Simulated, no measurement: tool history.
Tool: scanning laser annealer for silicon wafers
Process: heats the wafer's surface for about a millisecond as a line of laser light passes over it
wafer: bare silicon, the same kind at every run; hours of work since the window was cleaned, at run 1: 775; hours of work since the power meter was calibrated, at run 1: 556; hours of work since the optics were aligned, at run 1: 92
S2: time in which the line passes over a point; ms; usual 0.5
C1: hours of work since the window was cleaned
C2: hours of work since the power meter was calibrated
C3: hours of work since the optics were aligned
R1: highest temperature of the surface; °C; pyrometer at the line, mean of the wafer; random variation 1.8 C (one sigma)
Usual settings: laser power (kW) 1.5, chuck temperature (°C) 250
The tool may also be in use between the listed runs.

Run 1, hour 0: usual settings; C1 775; C2 556; C3 92. Result: R1 983 °C.
Run 2, hour 31.7: usual settings but chuck temperature (°C) 273; C1 795; C2 577; C3 113. Result: R1 1004 °C.
Run 3, hour 61.7: usual settings but chuck temperature (°C) 273; C1 815; C2 596; C3 132. Result: R1 1007 °C.
Run 4, hour 86.3: usual settings but chuck temperature (°C) 273; C1 830; C2 612; C3 148. Result: R1 1005 °C.
Run 5, hour 114.8: usual settings; C1 849; C2 630; C3 167. Result: R1 981 °C.
Run 6, hour 140.3: usual settings; C1 865; C2 647; C3 183. Result: R1 981 °C.
Run 7, hour 172.6: usual settings but laser power (kW) 1.649; C1 886; C2 668; C3 204. Result: R1 1056 °C.
Run 8, hour 222.6: usual settings but laser power (kW) 1.649; C1 918; C2 700; C3 236. Result: R1 1054 °C.
At hour 228.7: window over the wafer cleaned.
Run 9, hour 247.5: usual settings; C1 12; C2 715; C3 251. Result: R1 997 °C.
Run 10, hour 288.2: usual settings; C1 38; C2 741; C3 277. Result: R1 999 °C.
Run 11, hour 315.9: usual settings; C1 56; C2 759; C3 295. Result: R1 994 °C.
Run 12, hour 351: usual settings; C1 79; C2 781; C3 318. Result: R1 998 °C.
Run 13, hour 381.2: usual settings but laser power (kW) 1.603; C1 98; C2 801; C3 337. Result: R1 1052 °C.
Run 14, hour 414.4: usual settings but laser power (kW) 1.603; C1 120; C2 822; C3 359. Result: R1 1051 °C.
Run 15, hour 437.1: usual settings but laser power (kW) 1.649; C1 134; C2 837; C3 373. Result: R1 1073 °C.
Run 16, hour 468.7: usual settings; C1 155; C2 857; C3 394. Result: R1 994 °C.
Run 17, hour 509.6: usual settings; C1 181; C2 884; C3 420. Result: R1 996 °C.
Run 18, hour 540.2: usual settings; C1 201; C2 904; C3 440. Result: R1 994 °C.
Run 19, hour 582.8: usual settings; C1 229; C2 931; C3 467. Result: R1 989 °C.
Run 20, hour 607.3: usual settings but laser power (kW) 1.614, S2 0.517 ms; C1 244; C2 947; C3 483. Result: R1 1061 °C.
Run 21, hour 648: usual settings but laser power (kW) 1.614, S2 0.517 ms; C1 271; C2 973; C3 509. Result: R1 1064 °C.
Run 22, hour 683: usual settings but laser power (kW) 1.326, S2 0.384 ms; C1 293; C2 996; C3 532. Result: R1 832 °C.
Run 23, hour 715.5: usual settings but laser power (kW) 1.606, S2 0.425 ms, chuck temperature (°C) 278; C1 314; C2 1017; C3 553. Result: R1 1017 °C.
Run 24, hour 763.1: usual settings but laser power (kW) 1.546, S2 0.423 ms; C1 345; C2 1047; C3 584. Result: R1 956 °C.
Run 25, hour 786.9: usual settings but laser power (kW) 1.546, S2 0.423 ms; C1 360; C2 1063; C3 599. Result: R1 962 °C.
Run 26, hour 828.4: usual settings but laser power (kW) 1.546, S2 0.423 ms; C1 387; C2 1090; C3 626. Result: R1 960 °C.
Run 27, hour 867.6: usual settings but laser power (kW) 1.546, S2 0.443 ms; C1 412; C2 1115; C3 651. Result: R1 974 °C.
Run 28, hour 897.3: usual settings but chuck temperature (°C) 262; C1 431; C2 1134; C3 670. Result: R1 999 °C.
Run 29, hour 931.3: usual settings but laser power (kW) 1.464, S2 0.389 ms, chuck temperature (°C) 249; C1 453; C2 1156; C3 692. Result: R1 893 °C.
Run 30, hour 972.5: usual settings but laser power (kW) 1.647, S2 0.376 ms; C1 480; C2 1183; C3 719. Result: R1 967 °C.
Run 31, hour 993.1: usual settings but laser power (kW) 1.647, S2 0.376 ms; C1 493; C2 1196; C3 732. Result: R1 969 °C.
Run 32, hour 1022.3: usual settings but laser power (kW) 1.647, S2 0.498 ms, chuck temperature (°C) 235; C1 512; C2 1215; C3 751. Result: R1 1048 °C.
Run 33, hour 1059.1: usual settings but laser power (kW) 1.282, S2 0.488 ms; C1 536; C2 1238; C3 775. Result: R1 866 °C.

3 ways to go on from here, each from the tool as it stands after run 33. What would each give?
Run A, hour 1098.8: usual settings but laser power (kW) 1.644, S2 0.488 ms, chuck temperature (°C) 272; C1 562; C2 1264; C3 800. Result: R1 ?.
Run B, hour 1098.8: usual settings but laser power (kW) 1.405, S2 0.437 ms; C1 562; C2 1264; C3 800. Result: R1 ?.
Run C, hour 1098.8: usual settings but laser power (kW) 1.629, S2 0.371 ms; C1 562; C2 1264; C3 800. Result: R1 ?.

run    R1
  A  1068
  B   899
  C   954
Without the tool's hidden state the same runs would have given:
run    R1
  A  1092
  B   919
  C   975
